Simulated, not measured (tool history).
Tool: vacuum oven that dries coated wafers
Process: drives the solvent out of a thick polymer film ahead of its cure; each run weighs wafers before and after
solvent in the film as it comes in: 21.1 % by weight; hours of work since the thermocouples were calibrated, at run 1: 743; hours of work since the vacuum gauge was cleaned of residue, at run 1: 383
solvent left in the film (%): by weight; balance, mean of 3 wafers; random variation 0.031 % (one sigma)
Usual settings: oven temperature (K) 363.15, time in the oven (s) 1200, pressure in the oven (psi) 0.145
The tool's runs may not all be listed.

run	hour	oven temperature (K)	time in the oven (s)	pressure in the oven (psi)	hours of work since the thermocouples were calibrated	hours of work since the vacuum gauge was cleaned of residue	solvent left in the film (%)
1	0.0	363.15	1200	0.145	743	383	1.90
2	15.4	363.15	1740	0.145	753	393	0.86
3	25.4	363.15	1740	0.145	760	399	0.85
4	39.0	363.15	1740	0.145	769	408	0.86
5	53.7	363.15	1740	0.145	778	418	0.83
6	65.4	363.15	1740	0.145	786	425	0.89
7	76.0	363.15	1740	0.145	793	432	0.79
8	93.1	363.15	1740	0.145	804	443	0.86
9	103.0	363.15	1740	0.145	811	450	0.89
10	117.9	363.15	1740	0.145	820	459	0.86
11	133.6	363.15	1740	0.145	830	470	0.90
12	146.2	363.15	1740	0.145	839	478	0.85
13	155.6	363.15	1740	0.145	845	484	0.80
14	163.6	374.15	1200	0.145	850	489	0.44
15	173.2	374.15	1200	0.145	856	495	0.42
16	181.6	374.15	1200	0.145	862	501	0.41
17	189.6	374.15	1200	0.145	867	506	0.47
18	200.7	374.15	1200	0.145	874	513	0.40

The next listed run, before its measurement:
19	216.4	354.15	1200	0.096	884	524	?

solvent left in the film (%): 4.41
Without the tool's hidden state the same run would have given solvent left in the film (%) 4.59.
